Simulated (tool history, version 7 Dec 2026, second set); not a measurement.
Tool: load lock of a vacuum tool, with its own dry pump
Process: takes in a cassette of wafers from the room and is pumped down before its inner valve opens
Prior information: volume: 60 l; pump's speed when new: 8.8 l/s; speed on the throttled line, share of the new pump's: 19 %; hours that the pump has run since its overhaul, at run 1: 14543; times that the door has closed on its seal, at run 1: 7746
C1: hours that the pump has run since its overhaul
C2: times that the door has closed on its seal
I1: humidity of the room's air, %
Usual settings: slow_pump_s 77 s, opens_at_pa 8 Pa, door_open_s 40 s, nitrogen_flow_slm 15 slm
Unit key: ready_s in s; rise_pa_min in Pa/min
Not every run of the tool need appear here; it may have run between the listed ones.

{"run": 1, "hour": 0.0, "slow_pump_s": 77, "opens_at_pa": 8, "door_open_s": 40, "nitrogen_flow_slm": 15, "C1": 14543, "C2": 7746, "I1": 42.4, "ready_s": 136.9, "rise_pa_min": 0.031}
{"run": 2, "hour": 212.6, "slow_pump_s": 77, "opens_at_pa": 8, "door_open_s": 40, "nitrogen_flow_slm": 13, "C1": 14755, "C2": 8242, "I1": 42.9, "ready_s": 137.2, "rise_pa_min": 0.036}
{"run": 3, "hour": 427.4, "slow_pump_s": 77, "opens_at_pa": 8, "door_open_s": 40, "nitrogen_flow_slm": 13, "C1": 14970, "C2": 8743, "I1": 45.1, "ready_s": 136.8, "rise_pa_min": 0.027}
{"run": 4, "hour": 807.3, "slow_pump_s": 77, "opens_at_pa": 8, "door_open_s": 40, "nitrogen_flow_slm": 13, "C1": 15350, "C2": 9630, "I1": 45.6, "ready_s": 136.6, "rise_pa_min": 0.037}
{"hour": 992.7, "done": "dry pump taken out, an overhauled one fitted"}
{"run": 5, "hour": 1223.0, "slow_pump_s": 77, "opens_at_pa": 8, "door_open_s": 40, "nitrogen_flow_slm": 13, "C1": 230, "C2": 10586, "I1": 44.9, "ready_s": 127.1, "rise_pa_min": 0.04}
{"run": 6, "hour": 1682.0, "slow_pump_s": 77, "opens_at_pa": 8, "door_open_s": 40, "nitrogen_flow_slm": 13, "C1": 689, "C2": 11658, "I1": 44.7, "ready_s": 128, "rise_pa_min": 0.052}
{"run": 7, "hour": 1985.5, "slow_pump_s": 77, "opens_at_pa": 15, "door_open_s": 40, "nitrogen_flow_slm": 7, "C1": 993, "C2": 12366, "I1": 43.5, "ready_s": 123.9, "rise_pa_min": 0.05}
{"run": 8, "hour": 2307.5, "slow_pump_s": 77, "opens_at_pa": 8, "door_open_s": 39, "nitrogen_flow_slm": 15, "C1": 1315, "C2": 13118, "I1": 43.1, "ready_s": 127.4, "rise_pa_min": 0.047}
{"run": 9, "hour": 2526.4, "slow_pump_s": 119, "opens_at_pa": 8, "door_open_s": 66, "nitrogen_flow_slm": 4, "C1": 1534, "C2": 13629, "I1": 45.7, "ready_s": 160.8, "rise_pa_min": 0.064}
{"run": 10, "hour": 2934.5, "slow_pump_s": 119, "opens_at_pa": 8, "door_open_s": 66, "nitrogen_flow_slm": 4, "C1": 1942, "C2": 14581, "I1": 46.4, "ready_s": 161.6, "rise_pa_min": 0.064}
{"run": 11, "hour": 3360.5, "slow_pump_s": 119, "opens_at_pa": 8, "door_open_s": 230, "nitrogen_flow_slm": 11, "C1": 2368, "C2": 15575, "I1": 43.9, "ready_s": 161.8, "rise_pa_min": 0.101}

Consider 4 possible next runs. They are alternatives, not a sequence: every one starts from the tool as it was left by run 11. What does each give?
{"run": "A", "hour": 3670.7, "slow_pump_s": 119, "opens_at_pa": 6, "door_open_s": 60, "nitrogen_flow_slm": 11, "C1": 2678, "C2": 16299, "I1": 44.2, "ready_s": "?", "rise_pa_min": "?"}
{"run": "B", "hour": 3670.7, "slow_pump_s": 134, "opens_at_pa": 12, "door_open_s": 230, "nitrogen_flow_slm": 11, "C1": 2678, "C2": 16299, "I1": 45.6, "ready_s": "?", "rise_pa_min": "?"}
{"run": "C", "hour": 3670.7, "slow_pump_s": 64, "opens_at_pa": 8, "door_open_s": 40, "nitrogen_flow_slm": 15, "C1": 2678, "C2": 16299, "I1": 40.5, "ready_s": "?", "rise_pa_min": "?"}
{"run": "D", "hour": 3670.7, "slow_pump_s": 77, "opens_at_pa": 8, "door_open_s": 40, "nitrogen_flow_slm": 33, "C1": 2678, "C2": 16299, "I1": 40.6, "ready_s": "?", "rise_pa_min": "?"}

run=A ready_s=164.7 rise_pa_min=0.065
run=B ready_s=169.3 rise_pa_min=0.103
run=C ready_s=117.1 rise_pa_min=0.062
run=D ready_s=128.9 rise_pa_min=0.05
Stripped of hidden state, with their random variation kept, the same runs would have yielded:
run=A ready_s=163.1 rise_pa_min=0.019
run=B ready_s=168.1 rise_pa_min=0.057
run=C ready_s=115.3 rise_pa_min=0.015
run=D ready_s=127.1 rise_pa_min=0.003
